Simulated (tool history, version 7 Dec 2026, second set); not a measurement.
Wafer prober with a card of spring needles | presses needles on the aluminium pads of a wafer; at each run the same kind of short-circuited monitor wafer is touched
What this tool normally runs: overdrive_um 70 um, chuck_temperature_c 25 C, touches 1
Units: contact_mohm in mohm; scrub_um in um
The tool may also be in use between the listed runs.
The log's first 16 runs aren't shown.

run	hour	overdrive_um	chuck_temperature_c	touches	touches since the tips were cleaned	cleanings since the card got new needles	touches since the first contact's height was set	contact_mohm	scrub_um
# hour 310.4: tips cleaned on abrasive film
17	333.4	63	25	2	8329	30	38893	243	17.08
# hour 336.2: tips cleaned on abrasive film
18	347.3	63	25	2	4010	31	43888	236	17.12
# hour 360.2: tips cleaned on abrasive film
19	371.4	63	25	2	4045	32	52580	242	17.06
# hour 384.3: tips cleaned on abrasive film
20	389.4	63	25	1	1866	33	59083	248	17
21	403.5	83	25	2	6956	33	64173	219	22.5
# hour 408.3: tips cleaned on abrasive film
22	419.9	78	83	2	4191	34	70077	218	21.12
# hour 434.4: tips cleaned on abrasive film
23	451.9	78	83	2	6343	35	81637	234	21.09
# hour 457.8: tips cleaned on abrasive film
24	473.5	78	83	2	5695	36	89452	228	21.02
# hour 481.9: tips cleaned on abrasive film
25	495.1	68	73	2	4790	37	97245	237	18.33
# hour 506.1: tips cleaned on abrasive film
26	512.5	68	73	2	2327	38	103502	228	18.28
# hour 530.6: tips cleaned on abrasive film
27	534.9	68	73	2	1564	39	111598	226	18.23

Run 28 is up next; what results do you expect?
# hour 555.3: tips cleaned on abrasive film
28	561.2	68	84	2	2145	40	121084	?	?

Logged for run 28: contact_mohm 225 mohm, scrub_um 18.21 um.
Minus the tool's unlogged condition, the same run would have read contact_mohm 189 mohm, scrub_um 18.61 um.
